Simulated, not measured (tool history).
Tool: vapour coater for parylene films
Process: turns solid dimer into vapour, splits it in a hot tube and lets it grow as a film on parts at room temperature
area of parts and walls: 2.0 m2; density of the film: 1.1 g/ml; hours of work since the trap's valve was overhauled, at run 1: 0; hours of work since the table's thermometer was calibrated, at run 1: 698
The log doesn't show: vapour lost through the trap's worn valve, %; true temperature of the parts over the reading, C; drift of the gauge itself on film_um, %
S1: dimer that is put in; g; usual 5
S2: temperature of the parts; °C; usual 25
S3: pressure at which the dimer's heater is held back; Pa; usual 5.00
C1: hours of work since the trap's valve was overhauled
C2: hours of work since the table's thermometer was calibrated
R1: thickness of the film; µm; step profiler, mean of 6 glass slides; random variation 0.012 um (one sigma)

Run 1, hour 0.0: usual settings; C1 0; C2 698. Result: R1 1.42 µm.
Run 2, hour 11.0: usual settings; C1 7; C2 705. Result: R1 1.40 µm.
Run 3, hour 29.8: usual settings; C1 19; C2 717. Result: R1 1.39 µm.
Run 4, hour 57.1: usual settings; C1 37; C2 735. Result: R1 1.37 µm.
Run 5, hour 79.2: usual settings; C1 52; C2 750. Result: R1 1.37 µm.
Run 6, hour 90.7: usual settings; C1 59; C2 757. Result: R1 1.37 µm.
Run 7, hour 106.5: usual settings but S2 18 °C; C1 70; C2 768. Result: R1 1.60 µm.
Run 8, hour 133.3: usual settings but S2 18 °C; C1 87; C2 785. Result: R1 1.62 µm.
Run 9, hour 156.0: usual settings but S2 18 °C, S3 7.97 Pa; C1 102; C2 800. Result: R1 1.45 µm.
Run 10, hour 168.1: usual settings; C1 110; C2 808. Result: R1 1.32 µm.
Run 11, hour 194.5: usual settings; C1 127; C2 825. Result: R1 1.32 µm.
Run 12, hour 220.4: usual settings but S3 3.13 Pa; C1 144; C2 842. Result: R1 1.48 µm.
Run 13, hour 245.0: usual settings but S3 3.13 Pa; C1 160; C2 858. Result: R1 1.48 µm.
Run 14, hour 268.3: usual settings; C1 175; C2 873. Result: R1 1.32 µm.
Run 15, hour 294.8: usual settings; C1 193; C2 891. Result: R1 1.31 µm.
Run 16, hour 309.2: usual settings; C1 202; C2 900. Result: R1 1.31 µm.
Run 17, hour 333.4: usual settings but S1 9 g; C1 218; C2 916. Result: R1 2.34 µm.
Run 18, hour 344.6: usual settings but S3 11.13 Pa; C1 225; C2 923. Result: R1 1.08 µm.
Run 19, hour 356.6: usual settings but S3 11.13 Pa; C1 233; C2 931. Result: R1 1.08 µm.
Run 20, hour 375.9: usual settings but S2 20 °C, S3 11.13 Pa; C1 246; C2 944. Result: R1 1.23 µm.
Run 21, hour 389.6: usual settings but S2 20 °C, S3 11.13 Pa; C1 255; C2 953. Result: R1 1.21 µm.
Run 22, hour 403.7: usual settings but S2 20 °C, S3 11.13 Pa; C1 264; C2 962. Result: R1 1.20 µm.
Run 23, hour 416.6: usual settings but S2 20 °C, S3 11.13 Pa; C1 272; C2 970. Result: R1 1.19 µm.
Run 24, hour 443.5: usual settings but S1 3 g, S2 18 °C, S3 6.63 Pa; C1 290; C2 988. Result: R1 0.83 µm.
Run 25, hour 461.2: usual settings but S2 26 °C, S3 8.45 Pa; C1 301; C2 999. Result: R1 1.11 µm.
At hour 473.0: trap's valve overhauled.
Run 26, hour 491.9: usual settings but S1 8 g; C1 12; C2 1017. Result: R1 2.23 µm.
Run 27, hour 512.9: usual settings but S1 3 g; C1 26; C2 1030. Result: R1 0.84 µm.
Run 28, hour 535.3: usual settings but S2 22 °C; C1 41; C2 1045. Result: R1 1.48 µm.
Run 29, hour 558.6: usual settings but S1 2 g, S3 4.05 Pa; C1 56; C2 1060. Result: R1 0.58 µm.
Run 30, hour 580.2: usual settings but S2 23 °C; C1 70; C2 1074. Result: R1 1.44 µm.
Run 31, hour 601.8: usual settings but S1 4 g, S2 19 °C, S3 7.20 Pa; C1 84; C2 1089. Result: R1 1.16 µm.
Run 32, hour 625.3: usual settings but S1 4 g, S2 19 °C, S3 7.20 Pa; C1 100; C2 1104. Result: R1 1.15 µm.
Run 33, hour 643.0: usual settings but S1 4 g, S2 22 °C, S3 4.91 Pa; C1 111; C2 1115. Result: R1 1.17 µm.
Run 34, hour 663.3: usual settings but S3 6.78 Pa; C1 124; C2 1129. Result: R1 1.28 µm.
Run 35, hour 674.3: usual settings but S3 6.78 Pa; C1 132; C2 1136. Result: R1 1.24 µm.
Run 36, hour 689.7: usual settings but S1 2 g, S3 8.51 Pa; C1 142; C2 1146. Result: R1 0.46 µm.
Run 37, hour 706.4: usual settings but S1 4 g, S3 6.07 Pa; C1 153; C2 1157. Result: R1 1.03 µm.
Run 38, hour 732.9: usual settings but S1 4 g, S2 29 °C, S3 11.84 Pa; C1 170; C2 1174. Result: R1 0.80 µm.
Run 39, hour 745.9: usual settings but S1 4 g, S2 29 °C, S3 11.84 Pa; C1 178; C2 1183. Result: R1 0.80 µm.
Run 40, hour 767.3: usual settings but S1 4 g, S2 27 °C, S3 3.19 Pa; C1 192; C2 1197. Result: R1 1.11 µm.
Run 41, hour 788.6: usual settings but S1 4 g, S2 27 °C, S3 3.19 Pa; C1 206; C2 1211. Result: R1 1.12 µm.
Run 42, hour 806.2: usual settings but S2 29 °C; C1 218; C2 1222. Result: R1 1.17 µm.
Run 43, hour 822.2: usual settings but S1 4 g, S2 19 °C; C1 228; C2 1233. Result: R1 1.21 µm.
Run 44, hour 836.9: usual settings but S1 3 g, S2 20 °C; C1 238; C2 1242. Result: R1 0.86 µm.

Some steps in R1 between neighbouring runs. How much of each would the tool show without its hidden state too (settings, what came in, random variation), and how much is left for the hidden state, with any gauge scatter that isn't in both results?
Run 16 -> 17: S1 5 -> 9. R1 +1.03 µm: hidden state -0.07, all else +1.10.
Run 17 -> 18: S1 9 -> 5, S3 5.00 -> 11.13. R1 -1.26 µm: hidden state +0.07, all else -1.33.
Run 25 -> 26: S1 5 -> 8, S2 26 -> 25, S3 8.45 -> 5.00, trap's valve overhauled. R1 +1.12 µm: hidden state +0.14, all else +0.98.
Run 26 -> 27: S1 8 -> 3. R1 -1.39 µm: hidden state -0.03, all else -1.36.

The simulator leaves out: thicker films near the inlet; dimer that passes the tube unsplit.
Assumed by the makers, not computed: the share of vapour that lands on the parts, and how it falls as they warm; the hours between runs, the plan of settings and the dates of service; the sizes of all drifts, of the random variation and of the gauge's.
